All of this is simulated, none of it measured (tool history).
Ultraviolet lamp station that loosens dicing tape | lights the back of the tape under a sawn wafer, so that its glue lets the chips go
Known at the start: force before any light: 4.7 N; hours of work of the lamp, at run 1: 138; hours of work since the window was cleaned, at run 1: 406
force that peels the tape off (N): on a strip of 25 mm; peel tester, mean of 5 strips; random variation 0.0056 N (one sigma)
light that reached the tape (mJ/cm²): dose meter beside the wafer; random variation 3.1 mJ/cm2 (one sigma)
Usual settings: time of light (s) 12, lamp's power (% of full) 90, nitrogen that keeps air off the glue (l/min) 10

run,hour,time of light (s),lamp's power (% of full),nitrogen that keeps air off the glue (l/min),hours of work of the lamp,hours of work since the window was cleaned,force that peels the tape off (N),light that reached the tape (mJ/cm²)
1,0.0,12,90,10,138,406,0.122,463
2,24.9,7,90,10,148,416,0.366,276
3,38.4,7,90,10,153,421,0.367,267
4,67.0,7,90,10,165,433,0.360,267
5,91.3,7,90,10,175,443,0.369,273
6,117.4,12,90,10,185,453,0.119,462
7,137.3,12,90,10,193,461,0.124,465
8,160.2,12,90,10,203,470,0.124,463
9,185.3,12,90,10,213,481,0.121,459
10,205.2,12,90,10,221,489,0.127,459
11,227.0,12,90,10,230,498,0.126,457
12,239.6,12,90,10,235,503,0.115,461
# hour 248.4: window cleaned of glue's vapour
13,257.7,12,90,10,242,4,0.120,466
14,283.1,12,90,10,252,14,0.116,464
15,295.9,12,90,10,257,19,0.123,465
16,316.0,12,90,10,265,27,0.117,463
17,337.2,12,90,10,274,36,0.123,465
18,363.0,17,90,5,284,46,0.098,656
19,378.9,17,90,5,291,53,0.095,662
20,391.7,22,90,14,296,58,0.080,847
21,420.7,8,80,18,308,70,0.249,278
22,434.5,8,80,18,313,75,0.254,272
23,462.8,13,64,18,325,87,0.149,354
24,480.4,13,96,3,332,94,0.185,533
25,498.9,8,93,7,339,101,0.315,319
26,525.6,8,93,7,350,112,0.326,319
27,552.8,11,90,3,361,123,0.296,423
28,575.8,11,90,3,371,133,0.299,422
29,598.6,17,82,4,380,142,0.130,597
30,612.9,14,81,15,386,148,0.095,488
31,631.0,16,90,15,393,155,0.082,618

Forecast run 32:
32,656.1,16,62,15,403,165,?,?

Run 32 gave force that peels the tape off (N) 0.109, light that reached the tape (mJ/cm²) 422.
Without the tool's hidden state the same run would have given force that peels the tape off (N) 0.108, light that reached the tape (mJ/cm²) 423.

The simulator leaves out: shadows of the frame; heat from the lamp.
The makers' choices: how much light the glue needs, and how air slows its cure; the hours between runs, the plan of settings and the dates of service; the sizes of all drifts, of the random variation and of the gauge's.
